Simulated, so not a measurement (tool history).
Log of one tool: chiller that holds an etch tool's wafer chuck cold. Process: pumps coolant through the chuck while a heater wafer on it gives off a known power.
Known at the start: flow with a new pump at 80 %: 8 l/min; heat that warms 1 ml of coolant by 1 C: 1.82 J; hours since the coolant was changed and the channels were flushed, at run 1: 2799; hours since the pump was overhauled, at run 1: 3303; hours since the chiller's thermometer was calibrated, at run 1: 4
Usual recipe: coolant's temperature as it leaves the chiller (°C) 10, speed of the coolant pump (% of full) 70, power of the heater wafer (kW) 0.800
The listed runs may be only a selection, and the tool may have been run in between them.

run,hour,coolant's temperature as it leaves the chiller (°C),speed of the coolant pump (% of full),power of the heater wafer (kW),hours since the coolant was changed and the channels were flushed,hours since the pump was overhauled,hours since the chiller's thermometer was calibrated,chuck's temperature once it has settled (°C),how much warmer the coolant comes back (C)
1,0.0,10,70,0.800,2799,3303,4,20.2,4.09
2,140.0,10,70,0.800,2939,3443,144,20.3,4.06
3,279.0,10,70,0.800,3078,3582,283,20.5,4.09
4,367.0,10,92,0.800,3166,3670,371,18.6,3.07
5,542.7,10,92,0.720,3342,3846,546,17.7,2.75
6,698.8,10,92,0.720,3498,4002,702,18.0,2.85
7,781.5,7,70,0.800,3580,4085,785,17.8,4.15
8,874.5,3,70,0.800,3673,4178,878,13.7,4.17
9,960.6,10,70,0.800,3759,4264,964,20.6,4.17
10,1040.0,13,70,0.800,3839,4343,1044,23.8,4.16
11,1175.8,10,96,0.800,3975,4479,1179,18.7,3.03
12,1342.8,10,96,1.170,4142,4646,1346,22.7,4.45
13,1485.1,10,96,1.170,4284,4788,1489,22.8,4.45

Run 14 is up next; what results do you expect?
14,1642.4,10,96,1.170,4441,4945,1646,?,?

Run 14 produced chuck's temperature once it has settled (°C) 22.9, how much warmer the coolant comes back (C) 4.45.
On a tool with no hidden condition, and with the same random variation, this run would have come out at chuck's temperature once it has settled (°C) 20.4, how much warmer the coolant comes back (C) 3.99.
